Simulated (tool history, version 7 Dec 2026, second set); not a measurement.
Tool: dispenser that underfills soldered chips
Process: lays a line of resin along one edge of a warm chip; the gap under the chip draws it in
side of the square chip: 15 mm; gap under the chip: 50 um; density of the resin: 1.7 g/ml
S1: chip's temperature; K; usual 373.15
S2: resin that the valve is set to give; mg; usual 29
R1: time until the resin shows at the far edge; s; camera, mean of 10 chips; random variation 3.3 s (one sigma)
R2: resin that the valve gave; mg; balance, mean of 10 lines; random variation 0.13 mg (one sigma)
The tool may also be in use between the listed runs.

| run | hour | S1 | S2 | R1 | R2 |
|---|---|---|---|---|---|
| 1 | 0 | 373.15 | 29 | 469.1 | 27.32 |
| 2 | 8.8 | 373.15 | 29 | 866.9 | 27.15 |
|  | 11.9 | new syringe of resin |
| 3 | 16.7 | 373.15 | 29 | 479.4 | 27.17 |
|  | 22 | dispensing valve cleaned and set on the balance |
| 4 | 25.6 | 373.15 | 29.2 | 819.8 | 29.12 |
|  | 28.9 | new syringe of resin |
| 5 | 32.8 | 373.15 | 29.2 | 437.4 | 29 |
| 6 | 41.7 | 381.15 | 29 | 572.5 | 28.6 |
|  | 44.5 | new syringe of resin |
| 7 | 49.3 | 381.15 | 29 | 337.7 | 28.72 |
| 8 | 56.7 | 367.15 | 29 | 1024.7 | 28.48 |
|  | 60.4 | new syringe of resin |
| 9 | 68.1 | 368.15 | 29 | 712.4 | 28.41 |
| 10 | 74.9 | 373.15 | 29 | 933.1 | 28.02 |
|  | 75.8 | new syringe of resin |
| 11 | 82.4 | 373.15 | 29 | 535.5 | 28.13 |
|  | 91.6 | new syringe of resin |
| 12 | 91.6 | 383.15 | 29 | 225.7 | 28.08 |
| 13 | 98.8 | 383.15 | 29 | 374.8 | 27.56 |
|  | 106.8 | new syringe of resin |
| 14 | 107.1 | 361.15 | 29 | 592.3 | 27.49 |
| 15 | 115.3 | 361.15 | 29 | 1065.7 | 27.64 |
|  | 123 | new syringe of resin |
| 16 | 128.4 | 361.15 | 29 | 868.1 | 27.29 |
|  | 138.6 | new syringe of resin |
| 17 | 139.6 | 377.15 | 33.1 | 310.6 | 30.82 |
|  | 143.1 | dispensing valve cleaned and set on the balance |
| 18 | 146.6 | 375.15 | 26 | 535.4 | 25.9 |
|  | 155.2 | new syringe of resin |
| 19 | 158 | 360.15 | 29 | 744.9 | 28.63 |
| 20 | 168.3 | 360.15 | 34.6 | 1474 | 33.83 |
|  | 170.5 | new syringe of resin |
| 21 | 180.3 | 380.15 | 27.5 | 507.8 | 26.76 |
|  | 186.1 | new syringe of resin |
| 22 | 189.6 | 380.15 | 27.5 | 334.8 | 26.59 |
| 23 | 200.8 | 361.15 | 35 | 1570 | 33.96 |
|  | 202.3 | new syringe of resin |
| 24 | 207.1 | 361.15 | 35 | 818.4 | 33.48 |
|  | 218.3 | new syringe of resin |
| 25 | 220.3 | 361.15 | 35 | 676.4 | 33.73 |
|  | 233.7 | new syringe of resin |
| 26 | 233.7 | 377.15 | 30.4 | 292.6 | 28.61 |
| 27 | 241.2 | 377.15 | 30.4 | 488.2 | 28.55 |
| 28 | 247.9 | 386.15 | 29 | 538.9 | 27.3 |
|  | 248.9 | new syringe of resin |
| 29 | 256.1 | 362.15 | 34.3 | 939.7 | 32.13 |
|  | 264.1 | dispensing valve cleaned and set on the balance |
|  | 265.4 | new syringe of resin |
| 30 | 269.5 | 362.15 | 34.3 | 749.2 | 33.98 |
| 31 | 276.5 | 362.15 | 30.8 | 1206.9 | 30.52 |
|  | 280.6 | new syringe of resin |
| 32 | 287 | 359.15 | 36.2 | 1011.4 | 35.52 |

The same runs without the tool's hidden state, with the same run-to-run variation:
The hidden state here: resin's viscosity, % of fresh resin's; dose that the valve gives, % of what is set; true chip temperature over the reading, C; drift of the gauge itself on fill_s, %; drift of the gauge itself on given_mg, %.
| run | R1 | R2 |
|---|---|---|
| 1 | 330.4 | 28.89 |
| 2 | 332.4 | 28.87 |
| 3 | 331.8 | 29.04 |
| 4 | 333.2 | 29.15 |
| 5 | 330.6 | 29.15 |
| 6 | 234.5 | 28.9 |
| 7 | 236.8 | 29.14 |
| 8 | 429.9 | 29.02 |
| 9 | 412.7 | 29.12 |
| 10 | 339.2 | 28.84 |
| 11 | 329.2 | 29.08 |
| 12 | 216.3 | 29.2 |
| 13 | 217.9 | 28.78 |
| 14 | 560.5 | 28.85 |
| 15 | 572.9 | 29.15 |
| 16 | 565.1 | 29.02 |
| 17 | 274.7 | 33.01 |
| 18 | 314.7 | 26.03 |
| 19 | 587.8 | 28.94 |
| 20 | 570.7 | 34.41 |
| 21 | 246.3 | 27.42 |
| 22 | 251.8 | 27.39 |
| 23 | 544.5 | 35.19 |
| 24 | 551.5 | 34.82 |
| 25 | 558.2 | 35.35 |
| 26 | 275.7 | 30.24 |
| 27 | 275 | 30.31 |
| 28 | 190.9 | 29.1 |
| 29 | 533.7 | 34.42 |
| 30 | 530.2 | 34.13 |
| 31 | 529.2 | 30.78 |
| 32 | 608.1 | 36.04 |
